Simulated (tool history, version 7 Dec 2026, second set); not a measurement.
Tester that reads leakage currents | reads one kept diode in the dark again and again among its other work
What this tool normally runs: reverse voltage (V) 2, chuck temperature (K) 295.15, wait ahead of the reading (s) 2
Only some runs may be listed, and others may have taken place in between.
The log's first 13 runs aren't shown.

run,hour,reverse voltage (V),chuck temperature (K),wait ahead of the reading (s),hours of work since the probe card was cleaned,hours of work since the tester was calibrated,hours of work since the chuck was calibrated,current that the tester gives (pA)
14,597.5,2,295.15,2,1316,406,721,40.73
15,647.2,2,326.15,2,1343,432,748,401.83
16,705.3,2,295.15,2,1374,464,779,40.2
# hour 714.9: chuck's temperature calibrated
17,753.1,2,300.15,1.2,1399,488,21,56.99
18,810.5,2,300.15,1.2,1430,519,51,56.62
19,840.8,2,300.15,1.2,1446,535,68,56.65
20,890,2,300.15,1.2,1472,562,94,56.51
21,943.9,3.53,293.15,2,1501,591,123,43.2
22,996.7,2,325.15,0.31,1530,619,151,350.82
23,1029,2.16,302.15,7.45,1547,636,169,66.13
# hour 1073.7: chuck's temperature calibrated, once more
24,1076.7,7.81,325.15,0.63,1571,661,2,795.14
25,1115.5,8.53,294.15,3.42,1592,682,22,91.85
26,1155.6,18.4,332.15,9.82,1614,703,44,1821.77
27,1209.4,18.4,332.15,9.82,1643,732,73,1800.39
28,1267.9,18.4,332.15,9.82,1674,764,104,1803.69
29,1326.3,3.67,300.15,0.52,1706,795,136,93.91
30,1378.6,4.14,300.15,0.52,1734,823,164,99.29
31,1432.7,11.13,333.15,2.31,1763,852,193,1511.96
32,1490.9,11.13,333.15,2.31,1794,884,224,1507.41

Branching from run 32: 3 alternative next runs. What would each branch give?
A,1538.5,11.13,310.15,8.09,1820,909,250,?
B,1538.5,2.34,295.15,1.68,1820,909,250,?
C,1538.5,9.34,333.15,2.31,1820,909,250,?

run,current that the tester gives (pA)
A,313.76
B,50.22
C,1390.67
Without the tool's unlogged condition, the same runs would have read:
run,current that the tester gives (pA)
A,308.57
B,48.47
C,1439.78
